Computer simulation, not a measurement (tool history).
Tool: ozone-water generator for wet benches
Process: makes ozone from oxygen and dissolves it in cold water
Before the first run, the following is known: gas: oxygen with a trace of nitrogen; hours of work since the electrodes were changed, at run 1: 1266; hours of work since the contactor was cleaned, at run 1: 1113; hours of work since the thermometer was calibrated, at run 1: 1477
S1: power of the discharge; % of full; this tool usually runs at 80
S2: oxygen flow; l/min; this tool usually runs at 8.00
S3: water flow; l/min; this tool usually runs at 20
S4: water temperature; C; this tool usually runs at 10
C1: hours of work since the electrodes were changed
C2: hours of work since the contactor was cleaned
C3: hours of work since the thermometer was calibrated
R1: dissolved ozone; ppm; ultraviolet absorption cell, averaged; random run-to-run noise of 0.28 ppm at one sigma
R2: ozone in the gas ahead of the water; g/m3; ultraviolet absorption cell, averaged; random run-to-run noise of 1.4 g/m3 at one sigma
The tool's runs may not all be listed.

run	day	S1	S2	S3	S4	C1	C2	C3	R1	R2
1	0.000	80	8.00	20	10	1266	1113	1477	43.5	262.2
2	2.033	53	8.00	20	10	1301	1148	1512	31.2	188.1
3	6.708	80	4.80	20	10	1382	1229	1592	43.3	355.4
4	10.779	80	4.80	26	10	1452	1299	1662	33.6	353.4
5	15.208	80	4.80	26	10	1528	1375	1738	33.5	357.8
6	18.354	95	4.80	26	13	1582	1429	1792	37.6	408.5
7	21.804	80	5.50	16	10	1642	1489	1852	52.9	330.2
8	25.775	52	12.18	31	5	1710	1557	1920	22.2	147.8
9	30.142	52	12.18	31	5	1785	1632	1995	22.2	146.5
10	33.412	45	12.18	13	5	1841	1688	2051	37.0	131.4

Consider 4 possible next runs. They are alternatives, not a sequence: every one starts from the tool as it was left by run 10. What does each give?
A	36.975	86	12.18	13	5	1903	1750	2113	?	?
B	36.975	80	9.57	20	10	1903	1750	2113	?	?
C	36.975	45	4.30	13	5	1903	1750	2113	?	?
D	36.975	80	8.00	20	10	1903	1750	2113	?	?

run	R1	R2
A	63.0	225.0
B	42.3	239.6
C	41.4	239.3
D	42.9	267.5
Without the tool's unlogged condition, the same runs would have read:
run	R1	R2
A	63.0	222.0
B	42.3	236.4
C	41.4	236.1
D	42.9	263.9

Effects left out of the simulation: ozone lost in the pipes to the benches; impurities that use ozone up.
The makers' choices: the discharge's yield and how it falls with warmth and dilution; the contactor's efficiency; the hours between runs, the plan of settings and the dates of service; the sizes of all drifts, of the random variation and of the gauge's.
